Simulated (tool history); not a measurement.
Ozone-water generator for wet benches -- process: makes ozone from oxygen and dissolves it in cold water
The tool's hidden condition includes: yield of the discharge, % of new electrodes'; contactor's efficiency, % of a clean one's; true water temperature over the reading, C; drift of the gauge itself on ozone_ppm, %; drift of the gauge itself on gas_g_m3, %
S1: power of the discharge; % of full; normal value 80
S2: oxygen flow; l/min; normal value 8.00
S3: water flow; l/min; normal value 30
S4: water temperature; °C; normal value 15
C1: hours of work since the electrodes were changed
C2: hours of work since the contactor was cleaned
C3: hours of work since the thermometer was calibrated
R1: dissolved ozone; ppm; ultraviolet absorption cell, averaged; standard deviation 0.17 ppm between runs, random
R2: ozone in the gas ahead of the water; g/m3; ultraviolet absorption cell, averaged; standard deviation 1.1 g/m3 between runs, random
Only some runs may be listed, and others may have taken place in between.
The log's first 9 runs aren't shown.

| run | hour | S1 | S2 | S3 | S4 | C1 | C2 | C3 | R1 | R2 |
|---|---|---|---|---|---|---|---|---|---|---|
| 10 | 1039.1 | 80 | 8.00 | 30 | 15 | 2378 | 2051 | 4594 | 19.6 | 182.6 |
| 11 | 1140.7 | 80 | 8.00 | 30 | 15 | 2447 | 2120 | 4663 | 19.6 | 183.0 |
| 12 | 1287.2 | 80 | 8.00 | 30 | 15 | 2546 | 2219 | 4762 | 19.4 | 180.8 |
| 13 | 1442.8 | 80 | 8.00 | 30 | 15 | 2652 | 2325 | 4868 | 19.6 | 178.9 |
| 14 | 1515.9 | 80 | 4.63 | 30 | 15 | 2701 | 2374 | 4917 | 17.6 | 230.8 |
| 15 | 1667.0 | 80 | 8.00 | 30 | 15 | 2804 | 2477 | 5020 | 18.9 | 176.2 |
| 16 | 1815.7 | 80 | 8.00 | 30 | 15 | 2904 | 2578 | 5120 | 19.2 | 177.2 |
|  | 1829.7 | water thermometer calibrated |
| 17 | 1982.5 | 77 | 6.23 | 24 | 15 | 3017 | 2690 | 104 | 21.2 | 195.5 |
| 18 | 2130.1 | 41 | 6.49 | 21 | 15 | 3117 | 2790 | 204 | 15.0 | 122.5 |
| 19 | 2202.3 | 59 | 6.49 | 28 | 15 | 3166 | 2839 | 253 | 15.7 | 158.7 |
| 20 | 2340.2 | 59 | 4.00 | 31 | 15 | 3259 | 2933 | 346 | 13.2 | 195.1 |
| 21 | 2461.6 | 59 | 4.00 | 31 | 15 | 3342 | 3015 | 428 | 12.9 | 194.9 |
| 22 | 2567.2 | 59 | 4.00 | 31 | 15 | 3413 | 3087 | 500 | 12.9 | 197.0 |
| 23 | 2715.0 | 59 | 4.00 | 31 | 15 | 3513 | 3187 | 600 | 12.6 | 195.5 |
|  | 2875.1 | water thermometer calibrated, once more |
| 24 | 2888.0 | 91 | 4.75 | 19 | 17 | 3630 | 3304 | 9 | 25.6 | 240.7 |
| 25 | 3037.5 | 48 | 8.00 | 30 | 15 | 3732 | 3405 | 110 | 13.0 | 121.7 |
| 26 | 3187.4 | 80 | 7.00 | 30 | 10 | 3833 | 3507 | 212 | 19.1 | 182.0 |
| 27 | 3362.7 | 80 | 7.00 | 30 | 10 | 3952 | 3625 | 330 | 18.9 | 181.5 |
| 28 | 3484.6 | 80 | 7.00 | 30 | 10 | 4035 | 3708 | 413 | 18.9 | 178.9 |
| 29 | 3594.1 | 80 | 8.00 | 22 | 15 | 4109 | 3782 | 487 | 21.9 | 168.1 |
| 30 | 3748.0 | 80 | 8.00 | 22 | 15 | 4213 | 3887 | 592 | 21.8 | 169.1 |
| 31 | 3879.9 | 80 | 8.00 | 22 | 15 | 4303 | 3976 | 681 | 22.0 | 167.8 |
| 32 | 3963.8 | 97 | 5.46 | 26 | 18 | 4360 | 4033 | 738 | 20.2 | 226.5 |

Each row is a separate what-if for the run after 32, all from the same tool condition, not one after another. Results?
| A | 4066.4 | 64 | 7.88 | 26 | 13 | 4429 | 4102 | 807 | ? | ? |
| B | 4066.4 | 80 | 6.21 | 39 | 20 | 4429 | 4102 | 807 | ? | ? |
| C | 4066.4 | 64 | 5.46 | 26 | 18 | 4429 | 4102 | 807 | ? | ? |

| run | R1 | R2 |
|---|---|---|
| A | 17.1 | 145.1 |
| B | 12.9 | 187.5 |
| C | 15.2 | 171.6 |
Stripped of hidden state, with their random variation kept, the same runs would have yielded:
| run | R1 | R2 |
|---|---|---|
| A | 21.5 | 171.5 |
| B | 16.7 | 227.7 |
| C | 19.2 | 202.8 |
